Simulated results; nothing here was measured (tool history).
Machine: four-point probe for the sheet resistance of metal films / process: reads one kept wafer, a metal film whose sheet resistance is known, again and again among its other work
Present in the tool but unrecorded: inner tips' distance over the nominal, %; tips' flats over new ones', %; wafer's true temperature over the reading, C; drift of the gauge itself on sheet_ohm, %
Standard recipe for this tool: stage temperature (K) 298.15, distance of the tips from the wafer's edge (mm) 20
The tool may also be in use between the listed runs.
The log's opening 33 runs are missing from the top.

run   hour  stage temperature (K)  distance of the tips from the wafer's edge (mm)  touches since the probe head was changed  hours of work since the stage's thermometer was calibrated  sheet resistance as the instrument gives it (ohm/square)
 34  579.5                 302.15                                               25                                     42411                                                        1788                                                  2.312588
 35  597.2                 299.15                                               25                                     43082                                                        1801                                                  2.303711
 36  620.1                 304.15                                                4                                     43948                                                        1818                                                   2.43416
 37  632.7                 304.15                                                4                                     44427                                                        1828                                                  2.434758
 38  650.6                 304.15                                                3                                     45103                                                        1841                                                  2.517643
 39  663.5                 302.15                                               73                                     45591                                                        1851                                                  2.309797
 40  677.3                 302.15                                               73                                     46115                                                        1861                                                  2.310132
 41  700.3                 300.15                                               22                                     46987                                                        1878                                                  2.307294

Forecast run 42:
 42  716.9                 296.15                                               22                                     47614                                                        1891                                                         ?

{"run 42": {"sheet resistance as the instrument gives it (ohm/square)": 2.295348}}
Had the tool carried no hidden state, the very same run would have given sheet resistance as the instrument gives it (ohm/square) 2.313523.

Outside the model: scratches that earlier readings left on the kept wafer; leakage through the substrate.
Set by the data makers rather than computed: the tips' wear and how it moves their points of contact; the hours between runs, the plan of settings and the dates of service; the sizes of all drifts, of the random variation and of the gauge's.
